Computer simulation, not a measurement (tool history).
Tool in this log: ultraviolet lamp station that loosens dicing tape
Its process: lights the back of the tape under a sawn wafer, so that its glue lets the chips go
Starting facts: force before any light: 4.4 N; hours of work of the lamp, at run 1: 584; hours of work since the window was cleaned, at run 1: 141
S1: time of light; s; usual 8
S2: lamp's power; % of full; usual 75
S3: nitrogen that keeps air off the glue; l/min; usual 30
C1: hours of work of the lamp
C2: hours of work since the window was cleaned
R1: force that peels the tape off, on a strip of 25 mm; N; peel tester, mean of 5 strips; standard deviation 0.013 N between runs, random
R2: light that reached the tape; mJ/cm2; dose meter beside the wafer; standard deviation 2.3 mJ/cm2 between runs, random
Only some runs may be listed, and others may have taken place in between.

run	hour	S1	S2	S3	C1	C2	R1	R2
1	0	8	75	30	584	141	0.832	173
2	39.7	8	75	30	607	164	0.852	175
3	105.3	8	75	30	643	200	0.933	166
# hour 124.9: window cleaned of glue's vapour
4	152.1	8	75	30	669	15	0.936	154
5	185.8	8	75	30	688	34	0.99	152
6	251	8	75	30	725	71	1.028	148
7	315.9	8	75	30	761	107	1.088	142
8	376.3	8	75	13	795	141	1.529	136
9	422.8	8	75	13	821	167	1.584	133
# hour 428.4: window cleaned of glue's vapour, once more
10	492.5	10	75	13	860	36	0.869	217
11	539.7	10	75	13	886	62	0.933	218
12	605.2	10	75	13	923	99	0.971	207
13	658.8	10	75	22	953	129	0.78	201
14	695.6	8	61	30	973	150	1.196	128
15	731.3	8	61	30	993	170	1.268	131
16	773.4	8	75	30	1017	193	0.999	149
# hour 805.8: window cleaned of glue's vapour
17	826.6	8	75	30	1047	12	0.841	168
18	857.2	8	91	30	1064	29	0.646	204
19	894.1	8	83	30	1084	49	0.766	185
20	935.4	8	83	30	1107	73	0.796	180
21	980.2	8	75	30	1133	98	0.94	156
22	1009.9	8	75	30	1149	114	0.96	153
23	1058.3	8	66	30	1176	141	1.18	134
24	1117	7	90	13	1209	174	1.369	153
25	1165.6	5	90	31	1236	202	1.44	109
# hour 1184.3: window cleaned of glue's vapour
26	1204.2	4	68	38	1258	11	1.934	77
27	1251.6	6	68	19	1284	38	1.7	110
28	1304.6	6	95	21	1314	67	1.176	146
29	1347.6	10	88	17	1338	91	0.754	223
30	1397.8	8	68	30	1366	120	1.168	132
31	1434.4	11	75	59	1387	140	0.517	201
32	1478.5	8	75	30	1411	165	1.094	140
33	1537.1	8	75	30	1444	198	1.166	137
# hour 1557.2: window cleaned of glue's vapour
34	1568.8	8	88	53	1462	6	0.623	184
35	1607.8	8	88	53	1484	28	0.597	177
36	1652.3	8	88	53	1509	53	0.655	179
37	1684.9	8	96	17	1527	72	0.927	190
38	1726	16	80	18	1550	95	0.481	307
39	1792.6	16	71	21	1587	132	0.526	260
40	1847.6	4	95	10	1618	163	2.368	86
41	1910.6	4	95	10	1653	198	2.433	84
# hour 1931.4: window cleaned of glue's vapour
42	1981.9	4	95	10	1693	28	2.303	90

What differs in the tool's unlogged condition from the final listed run ahead of each entry between runs to the first listed run following it?
Run 3 -> run 4: window cleaned of glue's vapour (hour 124.9)
  lamp's light, % of a new lamp's: 88.1 -> 87.6; light that the window lets through, % of a clean one's: 87.2 -> 83.6
  measured less the result without the state, R1: +0.297 -> +0.336 N; R2: -50 -> -57 mJ/cm2
Run 9 -> run 10: window cleaned of glue's vapour, once more (hour 428.4)
  lamp's light, % of a new lamp's: 84.9 -> 84.1; light that the window lets through, % of a clean one's: 73.7 -> 97.1
  measured less the result without the state, R1: +0.662 -> +0.217 N; R2: -80 -> -49 mJ/cm2
Run 16 -> run 17: window cleaned of glue's vapour (hour 805.8)
  lamp's light, % of a new lamp's: 81.2 -> 80.7; light that the window lets through, % of a clean one's: 86.7 -> 98.6
  measured less the result without the state, R1: +0.391 -> +0.234 N; R2: -64 -> -44 mJ/cm2
Run 25 -> run 26: window cleaned of glue's vapour (hour 1184.3)
  lamp's light, % of a new lamp's: 77.3 -> 76.9; light that the window lets through, % of a clean one's: 86.3 -> 98.7
  measured less the result without the state, R1: +0.554 -> +0.421 N; R2: -54 -> -23 mJ/cm2
Run 33 -> run 34: window cleaned of glue's vapour (hour 1557.2)
  lamp's light, % of a new lamp's: 73.4 -> 73.1; light that the window lets through, % of a clean one's: 86.5 -> 99.6
  measured less the result without the state, R1: +0.54 -> +0.226 N; R2: -78 -> -69 mJ/cm2
Run 41 -> run 42: window cleaned of glue's vapour (hour 1931.4)
  lamp's light, % of a new lamp's: 69.6 -> 68.9; light that the window lets through, % of a clean one's: 87.3 -> 97.9
  measured less the result without the state, R1: +0.738 -> +0.595 N; R2: -54 -> -45 mJ/cm2
